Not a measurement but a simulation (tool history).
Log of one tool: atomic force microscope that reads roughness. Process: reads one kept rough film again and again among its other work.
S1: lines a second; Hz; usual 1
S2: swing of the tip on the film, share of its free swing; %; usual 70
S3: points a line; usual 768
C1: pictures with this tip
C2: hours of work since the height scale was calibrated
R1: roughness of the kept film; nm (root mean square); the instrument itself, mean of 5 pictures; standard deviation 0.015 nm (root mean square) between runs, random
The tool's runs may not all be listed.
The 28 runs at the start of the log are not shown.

At hour 1167.8: new tip fitted.
Run 29, hour 1186.6: usual settings but S2 56 %, S3 394; C1 19; C2 155. Result: R1 3.328 nm (root mean square).
Run 30, hour 1215.1: usual settings but S2 77 %; C1 48; C2 168. Result: R1 2.8 nm (root mean square).
Run 31, hour 1262.8: usual settings but S1 1.7 Hz, S2 72 %, S3 430; C1 96; C2 190. Result: R1 2.267 nm (root mean square).
Run 32, hour 1300.3: usual settings but S1 0.74 Hz, S2 72 %, S3 299; C1 133; C2 207. Result: R1 2.095 nm (root mean square).
At hour 1309.2: new tip fitted.
Run 33, hour 1355.3: usual settings but S1 0.74 Hz, S2 72 %, S3 299; C1 46; C2 232. Result: R1 2.998 nm (root mean square).
Run 34, hour 1409.2: usual settings but S1 3.66 Hz, S3 646; C1 100; C2 256. Result: R1 2.107 nm (root mean square).
Run 35, hour 1442.6: usual settings but S1 3.57 Hz, S2 57 %; C1 134; C2 271. Result: R1 2.105 nm (root mean square).
At hour 1451.8: new tip fitted.
Run 36, hour 1494.7: usual settings but S1 3.57 Hz, S2 57 %; C1 43; C2 295. Result: R1 2.9 nm (root mean square).
Run 37, hour 1548.8: usual settings but S1 3.57 Hz, S2 81 %, S3 383; C1 97; C2 319. Result: R1 1.864 nm (root mean square).
Run 38, hour 1589.1: usual settings but S1 1.39 Hz, S2 81 %, S3 312; C1 138; C2 338. Result: R1 1.909 nm (root mean square).
At hour 1597.8: new tip fitted.
Run 39, hour 1629.9: usual settings but S1 0.88 Hz, S2 83 %, S3 428; C1 32; C2 356. Result: R1 2.998 nm (root mean square).
Run 40, hour 1663.2: usual settings but S1 0.88 Hz, S2 83 %, S3 428; C1 66; C2 371. Result: R1 2.569 nm (root mean square).
Run 41, hour 1724.8: usual settings but S2 64 %, S3 645; C1 127; C2 399. Result: R1 2.243 nm (root mean square).
At hour 1741.3: new tip fitted.
Run 42, hour 1769: usual settings but S1 1.04 Hz, S2 80 %, S3 592; C1 27; C2 419. Result: R1 3.048 nm (root mean square).
Run 43, hour 1810.4: usual settings but S1 0.96 Hz, S2 81 %, S3 592; C1 69; C2 438. Result: R1 2.598 nm (root mean square).
Run 44, hour 1839.7: usual settings but S1 2.58 Hz, S2 69 %, S3 403; C1 98; C2 451. Result: R1 2.201 nm (root mean square).
At hour 1884.1: new tip fitted.
Run 45, hour 1890.8: usual settings but S1 2.58 Hz, S2 69 %, S3 403; C1 6; C2 474. Result: R1 3.23 nm (root mean square).
Run 46, hour 1942.4: usual settings but S1 1.51 Hz, S2 74 %, S3 395; C1 58; C2 498. Result: R1 2.644 nm (root mean square).
Run 47, hour 1991.3: usual settings but S1 1.51 Hz, S2 74 %, S3 395; C1 107; C2 520. Result: R1 2.215 nm (root mean square).
At hour 2029.5: new tip fitted.
Run 48, hour 2049.7: usual settings but S1 1.51 Hz, S2 58 %, S3 395; C1 20; C2 546. Result: R1 3.406 nm (root mean square).
Run 49, hour 2081.5: usual settings but S1 1.01 Hz, S3 257; C1 52; C2 561. Result: R1 2.855 nm (root mean square).
Run 50, hour 2125.5: usual settings but S1 1.01 Hz, S3 257; C1 97; C2 580. Result: R1 2.381 nm (root mean square).
At hour 2174: new tip fitted.
Run 51, hour 2177.7: usual settings but S1 1.01 Hz, S2 62 %, S3 468; C1 4; C2 604. Result: R1 3.692 nm (root mean square).
Run 52, hour 2233.2: usual settings but S1 2.89 Hz, S2 79 %, S3 724; C1 59; C2 629. Result: R1 2.349 nm (root mean square).

Here are 4 independent what-if runs from the current tool condition. What would each one return?
Run A, hour 2261.1: usual settings but S1 0.81 Hz, S2 79 %, S3 724; C1 87; C2 642. Result: R1 ?.
Run B, hour 2261.1: usual settings but S1 2.06 Hz, S2 68 %, S3 851; C1 87; C2 642. Result: R1 ?.
Run C, hour 2261.1: usual settings but S1 1.18 Hz, S2 85 %; C1 87; C2 642. Result: R1 ?.
Run D, hour 2261.1: usual settings but S3 883; C1 87; C2 642. Result: R1 ?.

run     R1
  A  2.506
  B  2.457
  C  2.341
  D  2.571
Take away the tool's hidden state, keep each run's random variation, and the runs would have read:
run     R1
  A  3.606
  B  3.532
  C  3.364
  D  3.695

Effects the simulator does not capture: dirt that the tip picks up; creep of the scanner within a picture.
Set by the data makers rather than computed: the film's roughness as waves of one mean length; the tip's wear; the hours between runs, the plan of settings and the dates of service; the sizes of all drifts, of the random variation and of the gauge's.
